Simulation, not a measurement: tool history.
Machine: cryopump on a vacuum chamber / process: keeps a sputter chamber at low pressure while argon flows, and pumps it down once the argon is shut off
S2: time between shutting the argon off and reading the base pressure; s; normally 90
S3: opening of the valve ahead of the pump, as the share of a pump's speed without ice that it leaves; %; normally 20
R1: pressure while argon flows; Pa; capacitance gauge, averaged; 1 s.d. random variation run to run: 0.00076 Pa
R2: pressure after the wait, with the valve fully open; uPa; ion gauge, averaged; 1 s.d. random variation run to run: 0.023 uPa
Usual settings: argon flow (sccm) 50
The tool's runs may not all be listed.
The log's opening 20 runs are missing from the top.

{"run": 21, "hour": 822.2, "argon flow (sccm)": 32, "S2": 90, "S3": 20, "R1": 0.1202, "R2": 0.9}
{"run": 22, "hour": 850.0, "argon flow (sccm)": 31, "S2": 96, "S3": 42, "R1": 0.0561, "R2": 0.88}
{"run": 23, "hour": 880.9, "argon flow (sccm)": 50, "S2": 127, "S3": 57, "R1": 0.0675, "R2": 0.78}
{"run": 24, "hour": 908.4, "argon flow (sccm)": 96, "S2": 158, "S3": 28, "R1": 0.2599, "R2": 0.71}
{"run": 25, "hour": 955.7, "argon flow (sccm)": 60, "S2": 158, "S3": 45, "R1": 0.1022, "R2": 0.66}
{"run": 26, "hour": 981.2, "argon flow (sccm)": 68, "S2": 109, "S3": 27, "R1": 0.1918, "R2": 0.85}
{"run": 27, "hour": 1007.0, "argon flow (sccm)": 68, "S2": 109, "S3": 27, "R1": 0.1931, "R2": 0.88}
{"run": 28, "hour": 1065.4, "argon flow (sccm)": 37, "S2": 39, "S3": 20, "R1": 0.1412, "R2": 1.7}
{"run": 29, "hour": 1105.8, "argon flow (sccm)": 44, "S2": 128, "S3": 59, "R1": 0.0592, "R2": 0.81}
{"run": 30, "hour": 1139.4, "argon flow (sccm)": 21, "S2": 213, "S3": 48, "R1": 0.0334, "R2": 0.63}
{"run": 31, "hour": 1176.7, "argon flow (sccm)": 21, "S2": 213, "S3": 48, "R1": 0.0349, "R2": 0.63}
{"run": 32, "hour": 1214.8, "argon flow (sccm)": 21, "S2": 213, "S3": 48, "R1": 0.0357, "R2": 0.66}
{"run": 33, "hour": 1248.3, "argon flow (sccm)": 50, "S2": 90, "S3": 35, "R1": 0.1115, "R2": 1.01}
{"run": 34, "hour": 1288.9, "argon flow (sccm)": 50, "S2": 90, "S3": 35, "R1": 0.1122, "R2": 1.01}

What if the next run were any one of these 4? Each begins from the tool's condition after run 34:
{"run": "A", "hour": 1335.1, "argon flow (sccm)": 50, "S2": 206, "S3": 51, "R1": "?", "R2": "?"}
{"run": "B", "hour": 1335.1, "argon flow (sccm)": 78, "S2": 90, "S3": 28, "R1": "?", "R2": "?"}
{"run": "C", "hour": 1335.1, "argon flow (sccm)": 50, "S2": 147, "S3": 35, "R1": "?", "R2": "?"}
{"run": "D", "hour": 1335.1, "argon flow (sccm)": 50, "S2": 21, "S3": 36, "R1": "?", "R2": "?"}

run=A R1=0.0792 R2=0.71
run=B R1=0.2139 R2=1.03
run=C R1=0.1119 R2=0.84
run=D R1=0.1086 R2=2.83
Without the tool's unlogged condition, the same runs would have read:
run=A R1=0.074 R2=0.38
run=B R1=0.206 R2=0.71
run=C R1=0.1067 R2=0.51
run=D R1=0.1035 R2=2.53

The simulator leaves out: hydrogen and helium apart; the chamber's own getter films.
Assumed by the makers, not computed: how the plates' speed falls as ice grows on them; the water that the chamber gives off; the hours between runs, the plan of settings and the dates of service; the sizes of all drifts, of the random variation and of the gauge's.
